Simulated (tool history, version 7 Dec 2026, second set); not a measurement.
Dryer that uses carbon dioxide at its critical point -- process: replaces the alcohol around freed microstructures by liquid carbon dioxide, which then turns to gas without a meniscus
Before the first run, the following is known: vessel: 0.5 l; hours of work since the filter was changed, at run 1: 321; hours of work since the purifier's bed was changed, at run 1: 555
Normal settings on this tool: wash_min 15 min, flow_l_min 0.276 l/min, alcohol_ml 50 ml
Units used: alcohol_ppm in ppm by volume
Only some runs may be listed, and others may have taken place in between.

run,hour,wash_min,flow_l_min,alcohol_ml,hours of work since the filter was changed,hours of work since the purifier's bed was changed,alcohol_ppm
1,0,15,0.276,50,321,555,144
2,39.2,22,0.276,50,338,572,29
3,85.1,20,0.276,50,358,592,36
4,113,20,0.276,50,370,604,42
# hour 128.3: inlet filter changed
5,172.6,9,0.276,50,19,630,1410
6,230.2,11,0.276,50,44,655,586
7,275.7,15,0.276,25,64,675,66
8,319.7,15,0.271,50,83,694,129
9,353.1,15,0.276,32,98,708,94
10,407.4,15,0.276,32,121,732,95
11,448.8,15,0.276,32,139,750,91
12,486.7,15,0.276,50,156,766,128
13,548.5,15,0.276,50,183,793,122
14,601.8,15,0.276,50,206,816,138
15,631.1,18,0.276,50,219,829,56
16,688.7,18,0.276,50,244,854,58
17,737.6,15,0.276,115,265,875,291
18,790.2,15,0.276,115,288,898,304
19,817,15,0.276,115,299,910,313
20,858.3,15,0.276,25,317,928,92
21,920.4,15,0.276,25,344,955,107
22,980.4,11,0.276,50,371,981,806
# hour 995.1: inlet filter changed
23,1027,11,0.276,50,14,1001,608
24,1077.4,12,0.276,50,36,1023,381
25,1106,12,0.236,27,48,1035,499
26,1136.7,12,0.236,27,62,1049,499
27,1187.2,15,0.35,52,84,1071,50
28,1242.2,15,0.35,52,107,1094,61
29,1279.1,12,0.258,47,124,1111,593
30,1312.8,17,0.446,50,138,1125,45
31,1353.5,18,0.224,37,156,1143,138
32,1409,10,0.167,49,180,1167,6773
33,1463.3,13,0.228,34,204,1191,593
34,1512.8,13,0.228,34,225,1212,604
35,1552.5,10,0.42,21,242,1229,86
36,1609,16,0.276,56,267,1254,136
37,1642,16,0.276,56,281,1268,135
38,1681.4,16,0.276,56,298,1285,132
39,1708.2,15,0.324,37,310,1297,76
# hour 1735.1: purifier's bed changed
40,1763.6,13,0.357,91,333,12,108
41,1800.1,17,0.29,90,349,28,82
42,1834.1,15,0.285,50,364,43,122
# hour 1864.9: inlet filter changed
43,1895.6,15,0.285,50,13,69,66
44,1922.3,11,0.36,52,25,81,110
45,1967.9,11,0.308,35,45,101,211
46,2017.8,15,0.178,23,66,122,558
47,2050.7,15,0.178,29,81,137,711

Some steps in alcohol_ppm between neighbouring runs. How much of each would the tool show without its hidden state too (settings, what came in, random variation), and how much is left for the hidden state, with any gauge scatter that isn't in both results?
The tool's hidden condition here consists of: flow that reaches the vessel past the clogged filter, %; alcohol in the recycled carbon dioxide, ppm; drift of the gauge itself on alcohol_ppm, %.
Run 4 -> 5: wash_min 20 -> 9, inlet filter changed. alcohol_ppm +1368 ppm by volume: hidden state +29, all else +1339.
Run 21 -> 22: wash_min 15 -> 11, alcohol_ml 25 -> 50. alcohol_ppm +699 ppm by volume: hidden state +223, all else +476.
Run 31 -> 32: wash_min 18 -> 10, flow_l_min 0.224 -> 0.167, alcohol_ml 37 -> 49. alcohol_ppm +6635 ppm by volume: hidden state +731, all else +5904.
Run 32 -> 33: wash_min 10 -> 13, flow_l_min 0.167 -> 0.228, alcohol_ml 49 -> 34. alcohol_ppm -6180 ppm by volume: hidden state -637, all else -5543.

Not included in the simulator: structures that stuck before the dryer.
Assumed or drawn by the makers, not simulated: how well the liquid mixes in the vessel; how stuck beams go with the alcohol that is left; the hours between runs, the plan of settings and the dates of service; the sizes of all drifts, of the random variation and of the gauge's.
